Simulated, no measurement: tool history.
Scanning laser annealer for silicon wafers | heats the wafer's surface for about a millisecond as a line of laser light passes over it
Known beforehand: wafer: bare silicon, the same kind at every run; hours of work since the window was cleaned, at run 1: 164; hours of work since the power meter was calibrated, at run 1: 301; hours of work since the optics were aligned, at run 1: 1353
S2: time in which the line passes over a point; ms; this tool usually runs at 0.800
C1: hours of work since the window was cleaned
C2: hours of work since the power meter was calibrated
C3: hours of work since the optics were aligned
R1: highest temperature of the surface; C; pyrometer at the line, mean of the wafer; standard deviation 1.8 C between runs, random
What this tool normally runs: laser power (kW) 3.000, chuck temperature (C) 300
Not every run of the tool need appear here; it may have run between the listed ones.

run 1 hour=0.0 | laser_power_(kW)=3.000 S2=0.800 chuck_temperature_(C)=300 | C1=164 C2=301 C3=1353 | R1=992
run 2 hour=14.4 | laser_power_(kW)=3.000 S2=0.800 chuck_temperature_(C)=300 | C1=174 C2=311 C3=1363 | R1=997
run 3 hour=28.8 | laser_power_(kW)=2.942 S2=0.800 chuck_temperature_(C)=300 | C1=183 C2=320 C3=1372 | R1=974
run 4 hour=44.9 | laser_power_(kW)=2.942 S2=0.800 chuck_temperature_(C)=333 | C1=194 C2=331 C3=1383 | R1=1006
run 5 hour=61.8 | laser_power_(kW)=2.942 S2=0.800 chuck_temperature_(C)=333 | C1=205 C2=342 C3=1394 | R1=1003
run 6 hour=75.9 | laser_power_(kW)=2.942 S2=0.800 chuck_temperature_(C)=333 | C1=214 C2=351 C3=1403 | R1=1003
run 7 hour=83.1 | laser_power_(kW)=2.942 S2=0.800 chuck_temperature_(C)=333 | C1=219 C2=356 C3=1408 | R1=1004
run 8 hour=97.6 | laser_power_(kW)=2.942 S2=0.800 chuck_temperature_(C)=333 | C1=228 C2=365 C3=1418 | R1=1007
run 9 hour=114.4 | laser_power_(kW)=2.942 S2=0.800 chuck_temperature_(C)=333 | C1=239 C2=376 C3=1429 | R1=1004
run 10 hour=131.7 | laser_power_(kW)=3.000 S2=0.800 chuck_temperature_(C)=322 | C1=251 C2=388 C3=1440 | R1=1007
run 11 hour=147.1 | laser_power_(kW)=3.000 S2=0.800 chuck_temperature_(C)=322 | C1=261 C2=398 C3=1450 | R1=1002
run 12 hour=154.5 | laser_power_(kW)=3.000 S2=0.800 chuck_temperature_(C)=322 | C1=266 C2=403 C3=1455 | R1=1003
run 13 hour=171.3 | laser_power_(kW)=3.000 S2=0.800 chuck_temperature_(C)=322 | C1=277 C2=414 C3=1466 | R1=1003
run 14 hour=183.7 | laser_power_(kW)=3.204 S2=0.800 chuck_temperature_(C)=335 | C1=285 C2=422 C3=1474 | R1=1066
run 15 hour=200.1 | laser_power_(kW)=2.886 S2=0.628 chuck_temperature_(C)=268 | C1=296 C2=433 C3=1485 | R1=835
run 16 hour=215.6 | laser_power_(kW)=2.886 S2=0.628 chuck_temperature_(C)=268 | C1=306 C2=443 C3=1495 | R1=836
run 17 hour=231.1 | laser_power_(kW)=2.679 S2=0.654 chuck_temperature_(C)=263 | C1=316 C2=453 C3=1505 | R1=794
run 18 hour=238.4 | laser_power_(kW)=2.669 S2=0.632 chuck_temperature_(C)=278 | C1=321 C2=458 C3=1510 | R1=798
run 19 hour=246.3 | laser_power_(kW)=2.669 S2=0.632 chuck_temperature_(C)=278 | C1=326 C2=463 C3=1515 | R1=797
run 20 hour=253.7 | laser_power_(kW)=3.019 S2=0.585 chuck_temperature_(C)=263 | C1=331 C2=468 C3=1520 | R1=837

Predict each of these 3 candidate next runs independently; none follows another, all start after run 20:
run A hour=264.9 | laser_power_(kW)=3.130 S2=0.768 chuck_temperature_(C)=308 | C1=338 C2=475 C3=1528 | R1=?
run B hour=264.9 | laser_power_(kW)=2.567 S2=0.567 chuck_temperature_(C)=329 | C1=338 C2=475 C3=1528 | R1=?
run C hour=264.9 | laser_power_(kW)=2.968 S2=0.585 chuck_temperature_(C)=263 | C1=338 C2=475 C3=1528 | R1=?

run=A R1=997
run=B R1=796
run=C R1=823
Had the tool no hidden state, the same runs would have come out as:
run=A R1=1039
run=B R1=824
run=C R1=857

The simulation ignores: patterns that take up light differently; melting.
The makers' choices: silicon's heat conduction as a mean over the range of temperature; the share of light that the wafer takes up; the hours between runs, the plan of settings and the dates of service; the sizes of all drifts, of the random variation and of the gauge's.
